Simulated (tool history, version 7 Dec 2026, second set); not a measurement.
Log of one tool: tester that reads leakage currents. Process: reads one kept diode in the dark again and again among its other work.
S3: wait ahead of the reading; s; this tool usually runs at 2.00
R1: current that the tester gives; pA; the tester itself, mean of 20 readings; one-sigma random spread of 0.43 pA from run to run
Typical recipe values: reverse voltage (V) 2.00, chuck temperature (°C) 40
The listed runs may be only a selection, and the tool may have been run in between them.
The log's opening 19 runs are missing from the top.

{"run": 20, "hour": 419.9, "reverse voltage (V)": 2.0, "chuck temperature (°C)": 40, "S3": 1.38, "R1": 143.31}
{"run": 21, "hour": 442.1, "reverse voltage (V)": 1.73, "chuck temperature (°C)": 40, "S3": 1.28, "R1": 136.19}
{"run": 22, "hour": 471.2, "reverse voltage (V)": 2.23, "chuck temperature (°C)": 38, "S3": 1.28, "R1": 126.39}
{"run": 23, "hour": 487.6, "reverse voltage (V)": 5.23, "chuck temperature (°C)": 45, "S3": 0.41, "R1": 292.51}
{"run": 24, "hour": 509.8, "reverse voltage (V)": 5.23, "chuck temperature (°C)": 45, "S3": 0.41, "R1": 291.48}
{"run": 25, "hour": 534.3, "reverse voltage (V)": 3.24, "chuck temperature (°C)": 23, "S3": 0.53, "R1": 42.15}
{"run": 26, "hour": 550.8, "reverse voltage (V)": 2.0, "chuck temperature (°C)": 25, "S3": 3.82, "R1": 41.49}
{"run": 27, "hour": 565.1, "reverse voltage (V)": 2.0, "chuck temperature (°C)": 25, "S3": 3.82, "R1": 41.2}
{"run": 28, "hour": 584.6, "reverse voltage (V)": 14.78, "chuck temperature (°C)": 27, "S3": 2.0, "R1": 96.54}
{"run": 29, "hour": 607.4, "reverse voltage (V)": 14.78, "chuck temperature (°C)": 27, "S3": 2.0, "R1": 96.93}
{"run": 30, "hour": 637.2, "reverse voltage (V)": 14.78, "chuck temperature (°C)": 27, "S3": 2.0, "R1": 96.31}
{"run": 31, "hour": 654.3, "reverse voltage (V)": 14.78, "chuck temperature (°C)": 27, "S3": 2.0, "R1": 96.61}

Run 32, settings as shown, results not yet in. Your forecast:
{"run": 32, "hour": 678.9, "reverse voltage (V)": 14.78, "chuck temperature (°C)": 27, "S3": 2.0, "R1": "?"}

{"run 32": {"R1": 96.58}}
With the hidden condition absent and the run-to-run variation left alone, this run would have shown R1 96.49 pA.
